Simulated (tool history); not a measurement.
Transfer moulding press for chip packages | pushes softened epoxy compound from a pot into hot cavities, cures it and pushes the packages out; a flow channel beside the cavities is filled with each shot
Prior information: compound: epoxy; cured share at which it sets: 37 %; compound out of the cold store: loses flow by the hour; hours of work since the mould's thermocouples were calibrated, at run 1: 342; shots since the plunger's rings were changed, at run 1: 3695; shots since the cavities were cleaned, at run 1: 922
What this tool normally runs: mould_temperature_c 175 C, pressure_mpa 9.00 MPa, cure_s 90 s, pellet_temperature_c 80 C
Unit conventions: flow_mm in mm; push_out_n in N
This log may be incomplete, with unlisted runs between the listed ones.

run   hour  mould_temperature_c  pressure_mpa  cure_s  pellet_temperature_c  hours of work since the mould's thermocouples were calibrated  shots since the plunger's rings were changed  shots since the cavities were cleaned  incoming compound's hours out of the cold store  flow_mm  push_out_n
  1    0.0                  175          9.00      90                    80                                                            342                                          3695                                    922                                             45.7      641         565
       4.3  -- cavities cleaned with cleaning compound and waxed
  2   18.4                  175          9.00      90                    80                                                            352                                          3885                                    159                                             44.6      638         389
  3   44.0                  175          9.00      90                    89                                                            367                                          4171                                    445                                             15.0      704         507
  4   59.9                  175          9.00      90                    89                                                            376                                          4349                                    623                                             26.0      675         501
  5   79.5                  175          9.00      90                    80                                                            388                                          4569                                    843                                             13.9      706         594
      88.6  -- cavities cleaned with cleaning compound and waxed
  6  114.1                  175          9.00      90                    80                                                            407                                          4940                                    287                                             29.0      665         442
  7  131.3                  175          9.00     107                    80                                                            417                                          5131                                    478                                             11.9      708         378
     140.7  -- plunger's sealing rings changed
  8  156.7                  175          7.94      90                    80                                                            431                                           179                                    735                                             26.0      656         560
     161.2  -- mould's thermocouples calibrated
     178.1  -- cavities cleaned with cleaning compound and waxed
  9  189.6                  175          7.23      90                    80                                                             16                                           509                                    129                                             27.9      624         387
 10  223.8                  175          7.23      90                    80                                                             36                                           891                                    511                                             28.4      613         516
 11  239.1                  181          9.00      90                    80                                                             45                                          1063                                    683                                             10.0      720         427
     264.0  -- cavities cleaned with cleaning compound and waxed
 12  274.1                  181          9.00      90                    80                                                             64                                          1438                                    113                                             45.6      638         280
 13  300.9                  181          9.00      90                    80                                                             80                                          1738                                    413                                             22.6      681         370
 14  321.7                  181          9.00      90                    80                                                             92                                          1970                                    645                                             22.1      683         410
     348.8  -- mould's thermocouples calibrated, once more
     350.3  -- cavities cleaned with cleaning compound and waxed
 15  353.9                  179          8.70      90                    80                                                              2                                          2292                                     40                                             33.2      646         261
 16  388.0                  170          8.38      90                    71                                                             22                                          2674                                    422                                             31.0      655         645
 17  417.4                  170          8.38      90                    71                                                             39                                          3003                                    751                                             47.0      616         695
     435.2  -- cavities cleaned with cleaning compound and waxed
 18  441.0                  170          8.38      90                    71                                                             52                                          3251                                     65                                             10.2      698         520
 19  474.9                  170          8.38      90                    71                                                             72                                          3630                                    444                                             31.2      649         681
 20  490.3                  168          9.00      76                    80                                                             81                                          3802                                    616                                             39.7      659        1173
 21  505.4                  175          7.71      90                    80                                                             90                                          3971                                    785                                             27.7      622         525
     520.5  -- cavities cleaned with cleaning compound and waxed
 22  535.7                  180          7.51      85                    85                                                            107                                          4294                                    170                                             17.1      628         332
 23  563.7                  180          8.66     102                    85                                                            123                                          4608                                    484                                             34.9      634         340
 24  585.1                  169          9.00      83                    87                                                            136                                          4847                                    723                                             47.6      634         866
     604.8  -- cavities cleaned with cleaning compound and waxed
 25  613.8                  170          9.00      89                    87                                                            152                                          5151                                    100                                             38.7      651         499
     622.0  -- plunger's sealing rings changed
 26  640.5                  169          9.00     114                    87                                                            166                                           208                                    372                                             18.7      725         398
 27  673.4                  169          6.99      80                    74                                                            185                                           576                                    740                                             14.5      646        1157

Hidden state at the last listed run before each entry between runs and at the first one after, where it differs:
Logged between run 1 and run 2: cavities cleaned with cleaning compound and waxed (hour 4.3)
  true mould temperature over the reading, C: -0.83 -> -0.85; pressure that reaches the compound, % of what is set: 95.12 -> 94.86; grip of the stained cavities, % over clean ones': 82.3 -> 27.4
  difference, measured minus the result without the unlogged condition, flow_mm: -15 -> -16 mm; push_out_n: +269 -> +97 N
Logged between run 5 and run 6: cavities cleaned with cleaning compound and waxed (hour 88.6)
  true mould temperature over the reading, C: -0.93 -> -0.97; pressure that reaches the compound, % of what is set: 93.94 -> 93.45; grip of the stained cavities, % over clean ones': 79.2 -> 40.6
  difference, measured minus the result without the unlogged condition, flow_mm: -21 -> -22 mm; push_out_n: +280 -> +144 N
Logged between run 7 and run 8: plunger's sealing rings changed (hour 140.7)
  true mould temperature over the reading, C: -0.99 -> -1.02; pressure that reaches the compound, % of what is set: 93.19 -> 99.56; grip of the stained cavities, % over clean ones': 57.4 -> 74
  difference, measured minus the result without the unlogged condition, flow_mm: -24 -> +0 mm; push_out_n: +148 -> +255 N
Logged between run 8 and run 9: mould's thermocouples calibrated (hour 161.2); cavities cleaned with cleaning compound and waxed (hour 178.1)
  true mould temperature over the reading, C: -1.02 -> -1.3; pressure that reaches the compound, % of what is set: 99.56 -> 99.14; grip of the stained cavities, % over clean ones': 74 -> 23.6
  difference, measured minus the result without the unlogged condition, flow_mm: +0 -> +0 mm; push_out_n: +255 -> +97 N
Logged between run 11 and run 12: cavities cleaned with cleaning compound and waxed (hour 264.0)
  true mould temperature over the reading, C: -1.37 -> -1.41; pressure that reaches the compound, % of what is set: 98.47 -> 98.01; grip of the stained cavities, % over clean ones': 73 -> 16.8
  difference, measured minus the result without the unlogged condition, flow_mm: -3 -> -5 mm; push_out_n: +191 -> +49 N
Logged between run 14 and run 15: mould's thermocouples calibrated, once more (hour 348.8); cavities cleaned with cleaning compound and waxed (hour 350.3)
  true mould temperature over the reading, C: -1.47 -> -0.03; pressure that reaches the compound, % of what is set: 97.31 -> 96.9; grip of the stained cavities, % over clean ones': 69.5 -> 7.2
  difference, measured minus the result without the unlogged condition, flow_mm: -7 -> -10 mm; push_out_n: +181 -> +18 N
Logged between run 17 and run 18: cavities cleaned with cleaning compound and waxed (hour 435.2)
  true mould temperature over the reading, C: -0.11 -> -0.14; pressure that reaches the compound, % of what is set: 96.01 -> 95.71; grip of the stained cavities, % over clean ones': 72.7 -> 12.6
  difference, measured minus the result without the unlogged condition, flow_mm: -13 -> -15 mm; push_out_n: +298 -> +63 N
Logged between run 21 and run 22: cavities cleaned with cleaning compound and waxed (hour 520.5)
  true mould temperature over the reading, C: -0.22 -> -0.26; pressure that reaches the compound, % of what is set: 94.77 -> 94.32; grip of the stained cavities, % over clean ones': 76.9 -> 28.2
  difference, measured minus the result without the unlogged condition, flow_mm: -17 -> -19 mm; push_out_n: +235 -> +79 N
Logged between run 24 and run 25: cavities cleaned with cleaning compound and waxed (hour 604.8)
  true mould temperature over the reading, C: -0.33 -> -0.36; pressure that reaches the compound, % of what is set: 93.59 -> 93.17; grip of the stained cavities, % over clean ones': 72.8 -> 18.7
  difference, measured minus the result without the unlogged condition, flow_mm: -21 -> -23 mm; push_out_n: +373 -> +87 N
Logged between run 25 and run 26: plunger's sealing rings changed (hour 622.0)
  true mould temperature over the reading, C: -0.36 -> -0.4; pressure that reaches the compound, % of what is set: 93.17 -> 99.65; grip of the stained cavities, % over clean ones': 18.7 -> 49.9
  difference, measured minus the result without the unlogged condition, flow_mm: -23 -> +0 mm; push_out_n: +87 -> +137 N

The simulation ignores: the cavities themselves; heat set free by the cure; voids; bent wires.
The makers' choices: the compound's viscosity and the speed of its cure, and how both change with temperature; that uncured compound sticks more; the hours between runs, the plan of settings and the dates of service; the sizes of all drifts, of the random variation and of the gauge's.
